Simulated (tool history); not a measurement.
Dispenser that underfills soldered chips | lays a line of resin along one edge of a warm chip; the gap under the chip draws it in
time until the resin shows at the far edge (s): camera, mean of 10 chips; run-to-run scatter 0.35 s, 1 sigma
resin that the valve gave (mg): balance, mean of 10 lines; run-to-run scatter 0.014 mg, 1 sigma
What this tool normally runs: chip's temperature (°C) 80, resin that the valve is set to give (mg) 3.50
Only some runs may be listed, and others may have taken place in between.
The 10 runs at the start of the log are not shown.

run,hour,chip's temperature (°C),resin that the valve is set to give (mg),hours of work since the syringe was changed,hours of work since the valve was cleaned,hours of work since the stage was calibrated,time until the resin shows at the far edge (s),resin that the valve gave (mg)
11,89.4,80,4.12,11,38,149,48.7,4.05
# hour 90.6: new syringe of resin
12,98.6,80,3.37,6,44,156,31.1,3.33
13,104.3,80,3.37,10,49,160,45.3,3.30
# hour 107.2: new syringe of resin
14,109.9,80,3.37,2,53,164,21.6,3.31
15,120.2,80,4.06,10,60,172,41.8,3.94
# hour 123.4: new syringe of resin
16,129.4,70,3.50,5,67,179,37.4,3.40
# hour 139.2: new syringe of resin
17,139.7,80,3.50,0,74,186,18.5,3.38
18,152.0,80,3.91,10,84,195,40.7,3.77
# hour 155.2: new syringe of resin
# hour 158.7: dispensing valve cleaned and set on the balance
19,161.1,68,4.06,4,2,201,36.7,4.07
# hour 172.3: new syringe of resin
20,173.5,78,3.60,1,11,210,20.3,3.59
21,182.2,88,3.91,7,17,217,24.9,3.88
# hour 188.1: new syringe of resin
22,188.7,88,3.91,0,22,221,13.7,3.87
23,201.0,71,3.41,10,31,231,55.8,3.36
# hour 204.9: new syringe of resin
24,208.2,71,3.41,2,36,236,28.9,3.36
25,215.9,87,3.26,8,42,242,28.8,3.18
# hour 220.9: new syringe of resin
26,221.3,78,4.28,0,46,245,18.1,4.17
27,231.2,78,4.28,8,53,253,37.0,4.19
# hour 237.3: new syringe of resin
28,240.1,73,3.05,2,60,259,27.7,2.97
29,251.3,95,3.44,11,68,268,27.7,3.33
# hour 253.7: new syringe of resin
30,256.6,95,3.44,2,72,271,13.2,3.35
31,266.4,82,3.50,10,79,279,38.3,3.38
# hour 269.4: new syringe of resin
# hour 278.3: dispensing valve cleaned and set on the balance
32,278.3,82,3.50,6,0,287,27.9,3.49
# hour 286.4: new syringe of resin
33,288.5,95,4.36,2,7,294,12.0,4.35
34,300.2,95,4.36,10,16,303,25.8,4.32
# hour 302.6: new syringe of resin
35,306.4,78,3.31,3,21,307,23.7,3.30

Here are 3 independent what-if runs from the current tool condition. What would each one return?
A,313.6,84,4.17,8,26,313,?,?
B,313.6,79,3.09,8,26,313,?,?
C,313.6,83,3.45,8,26,313,?,?

run,time until the resin shows at the far edge (s),resin that the valve gave (mg)
A,31.2,4.14
B,38.5,3.04
C,33.1,3.38
The same runs, with their run-to-run variation unchanged, on a tool lacking any hidden condition would have given:
run,time until the resin shows at the far edge (s),resin that the valve gave (mg)
A,15.7,4.19
B,19.7,3.07
C,16.9,3.42

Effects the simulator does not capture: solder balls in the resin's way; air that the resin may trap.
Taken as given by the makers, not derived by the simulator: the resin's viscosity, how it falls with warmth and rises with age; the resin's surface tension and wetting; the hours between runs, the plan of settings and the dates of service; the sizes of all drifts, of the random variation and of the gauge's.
